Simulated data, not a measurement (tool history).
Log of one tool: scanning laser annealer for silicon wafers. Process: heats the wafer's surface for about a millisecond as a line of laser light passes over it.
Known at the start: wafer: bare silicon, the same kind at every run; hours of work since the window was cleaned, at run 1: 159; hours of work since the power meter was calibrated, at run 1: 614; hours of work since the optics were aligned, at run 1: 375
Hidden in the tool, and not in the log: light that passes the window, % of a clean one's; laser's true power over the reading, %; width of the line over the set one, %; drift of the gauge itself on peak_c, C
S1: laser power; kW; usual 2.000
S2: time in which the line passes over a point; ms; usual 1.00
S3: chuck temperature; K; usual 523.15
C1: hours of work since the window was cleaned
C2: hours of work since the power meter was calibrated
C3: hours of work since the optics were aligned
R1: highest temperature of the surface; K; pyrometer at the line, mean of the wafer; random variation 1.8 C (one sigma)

run   hour     S1    S2      S3   C1   C2   C3       R1
  1    0.0  2.000  1.00  523.15  159  614  375  1269.15
  2   20.6  2.000  1.00  523.15  174  629  390  1267.15
  3   44.2  2.000  1.00  523.15  191  646  408  1264.15
  4   66.0  2.000  1.00  523.15  207  662  424  1264.15
  5   77.0  2.000  1.00  523.15  215  670  432  1265.15
  6   91.1  2.139  0.79  516.15  225  680  442  1202.15
  7  110.9  1.737  0.93  523.15  240  695  457  1141.15
     117.2  -- optics aligned, line set to its width
  8  140.2  1.737  0.93  523.15  258  713   17  1142.15
  9  159.9  1.737  0.93  523.15  272  727   31  1144.15
 10  172.5  2.000  0.75  523.15  281  736   40  1144.15

4 ways to go on from here, each from the tool as it stands after run 10. What would each give?
  A  187.5  1.962  0.98  549.15  292  747  51   ?
  B  187.5  1.774  1.04  483.15  292  747  51   ?
  C  187.5  2.000  1.00  520.15  292  747  51   ?
  D  187.5  1.800  0.75  523.15  292  747  51   ?

run       R1
  A  1268.15
  B  1160.15
  C  1255.15
  D  1090.15
Without the tool's hidden state the same runs would have given:
run       R1
  A  1279.15
  B  1170.15
  C  1266.15
  D  1098.15
